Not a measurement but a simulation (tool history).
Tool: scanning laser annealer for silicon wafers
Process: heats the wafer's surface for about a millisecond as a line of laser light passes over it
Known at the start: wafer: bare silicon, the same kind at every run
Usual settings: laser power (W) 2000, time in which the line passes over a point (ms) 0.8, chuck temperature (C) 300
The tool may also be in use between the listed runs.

run	hour	laser power (W)	time in which the line passes over a point (ms)	chuck temperature (C)	highest temperature of the surface (C)
1	0	2000	0.8	300	1022
2	9.8	2000	0.57	300	904
3	27.7	2000	0.57	300	899
4	43.6	2000	0.57	300	900
5	53.2	2000	0.8	300	1023
6	61.3	1947	0.8	300	998
7	71.1	2000	0.677	300	958
8	87.7	2000	0.677	300	960
9	101.6	2000	0.677	300	959
10	117.7	2000	0.677	300	958
11	128.6	2000	0.677	300	957
12	141.9	2000	0.677	300	962
13	153.4	2000	0.677	300	958
14	167.8	2151	0.8	300	1083
15	175.5	2151	0.8	300	1085
16	185.8	2151	0.8	300	1086
17	203.3	2151	0.8	300	1082
18	220.4	2151	0.8	300	1082
19	232.3	2151	0.8	300	1083
20	248.2	2000	0.8	300	1032
21	264.8	2000	0.8	300	1036
22	276	2000	0.85	302	1059
23	293.2	1893	0.8	321	1008
24	310.4	1886	0.566	265	836
25	327.5	1920	0.809	292	994
26	341.2	2000	0.792	324	1054
27	359.6	1936	0.617	304	916
28	370.8	2065	0.8	324	1086
29	384.5	2026	0.678	273	954
30	396.4	2026	0.572	273	892
31	409.1	2088	0.89	325	1140
32	425.9	1750	0.652	323	884
33	439.2	1849	0.611	277	851
34	450.5	1981	0.716	277	959
35	468.5	2000	0.639	310	958
36	485	2073	0.751	299	1036
37	499	2073	0.621	299	961
38	517.8	1782	0.871	330	996
39	525.8	2000	0.92	279	1067
40	542.1	2000	0.802	337	1066
41	552.9	2064	0.684	300	992

Taken out of this log: 1 entry between the listed runs. Where each belongs, and how the hidden state differs across it:
Between runs 19 and 20: window over the wafer cleaned (hour 237.8)
  light that passes the window, % of a clean one's: 98.2 -> 99.83; width of the line over the set one, %: 1.38 -> 1.39
  measured less the result without the state, highest temperature of the surface (C): -21 -> -6

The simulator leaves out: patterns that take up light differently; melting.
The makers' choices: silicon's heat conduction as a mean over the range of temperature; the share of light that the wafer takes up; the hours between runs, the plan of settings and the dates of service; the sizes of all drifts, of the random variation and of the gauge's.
